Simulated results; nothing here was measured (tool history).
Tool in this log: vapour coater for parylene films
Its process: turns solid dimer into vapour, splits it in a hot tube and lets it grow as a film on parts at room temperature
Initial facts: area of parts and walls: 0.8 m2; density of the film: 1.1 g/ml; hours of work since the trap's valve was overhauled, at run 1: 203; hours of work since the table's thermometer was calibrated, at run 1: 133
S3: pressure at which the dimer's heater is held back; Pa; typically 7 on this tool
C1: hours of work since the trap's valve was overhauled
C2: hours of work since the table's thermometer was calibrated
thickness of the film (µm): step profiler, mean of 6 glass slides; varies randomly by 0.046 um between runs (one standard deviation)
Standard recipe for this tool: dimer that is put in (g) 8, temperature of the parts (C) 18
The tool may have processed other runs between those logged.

Run 1, hour 0: usual settings; C1 203; C2 133. Result: thickness of the film (µm) 4.46.
Run 2, hour 11.9: usual settings; C1 211; C2 141. Result: thickness of the film (µm) 4.44.
Run 3, hour 27.2: usual settings; C1 222; C2 152. Result: thickness of the film (µm) 4.45.
At hour 32.3: trap's valve overhauled.
Run 4, hour 38.6: usual settings; C1 5; C2 157. Result: thickness of the film (µm) 4.15.
Run 5, hour 54.7: usual settings; C1 16; C2 169. Result: thickness of the film (µm) 4.03.
Run 6, hour 67.4: usual settings but dimer that is put in (g) 4; C1 25; C2 178. Result: thickness of the film (µm) 1.97.
Run 7, hour 80.1: usual settings but dimer that is put in (g) 4; C1 34; C2 187. Result: thickness of the film (µm) 1.99.
At hour 98.2: trap's valve overhauled, once more.
Run 8, hour 101.6: usual settings but dimer that is put in (g) 4, S3 8.34 Pa; C1 2; C2 200. Result: thickness of the film (µm) 2.48.
Run 9, hour 115.2: usual settings but dimer that is put in (g) 4, S3 8.34 Pa; C1 12; C2 209. Result: thickness of the film (µm) 2.45.
Run 10, hour 129.1: usual settings; C1 22; C2 219. Result: thickness of the film (µm) 5.09.
Run 11, hour 140.7: usual settings; C1 30; C2 228. Result: thickness of the film (µm) 5.12.
Run 12, hour 150.2: usual settings; C1 37; C2 235. Result: thickness of the film (µm) 4.92.
Run 13, hour 166.7: usual settings but dimer that is put in (g) 6, S3 3.7 Pa; C1 49; C2 246. Result: thickness of the film (µm) 4.01.
Run 14, hour 177.3: usual settings but dimer that is put in (g) 6, S3 3.7 Pa; C1 57; C2 254. Result: thickness of the film (µm) 3.97.
Run 15, hour 186.9: usual settings but dimer that is put in (g) 6, S3 3.7 Pa; C1 64; C2 261. Result: thickness of the film (µm) 3.95.
Run 16, hour 195.2: usual settings but dimer that is put in (g) 6, S3 3.7 Pa; C1 69; C2 267. Result: thickness of the film (µm) 4.
Run 17, hour 203.5: usual settings but dimer that is put in (g) 4, temperature of the parts (C) 10, S3 2.68 Pa; C1 75; C2 273. Result: thickness of the film (µm) 3.56.
Run 18, hour 220.1: usual settings but dimer that is put in (g) 5, temperature of the parts (C) 17; C1 87; C2 285. Result: thickness of the film (µm) 3.11.
Run 19, hour 229.2: usual settings but dimer that is put in (g) 9, temperature of the parts (C) 11; C1 94; C2 291. Result: thickness of the film (µm) 6.87.
Run 20, hour 245.7: usual settings but dimer that is put in (g) 4, temperature of the parts (C) 14, S3 2 Pa; C1 106; C2 303. Result: thickness of the film (µm) 3.11.
Run 21, hour 258.5: usual settings but dimer that is put in (g) 4, temperature of the parts (C) 14, S3 2 Pa; C1 115; C2 312. Result: thickness of the film (µm) 3.1.
Run 22, hour 274.8: usual settings but dimer that is put in (g) 4, temperature of the parts (C) 10, S3 7.19 Pa; C1 126; C2 324. Result: thickness of the film (µm) 3.02.
Run 23, hour 286.8: usual settings but dimer that is put in (g) 10, temperature of the parts (C) 11, S3 8.21 Pa; C1 135; C2 332. Result: thickness of the film (µm) 7.24.

Hidden state at the last listed run before each entry between runs and at the first one after, where it differs:
From run 3 to run 4: trap's valve overhauled (hour 32.3)
  vapour lost through the trap's worn valve, %: 14.1 -> 20.3
  measured less the result without the state, thickness of the film (µm): -0.73 -> -1.07
From run 7 to run 8: trap's valve overhauled, once more (hour 98.2)
  vapour lost through the trap's worn valve, %: 22 -> 0.5
  measured less the result without the state, thickness of the film (µm): -0.56 -> -0.02
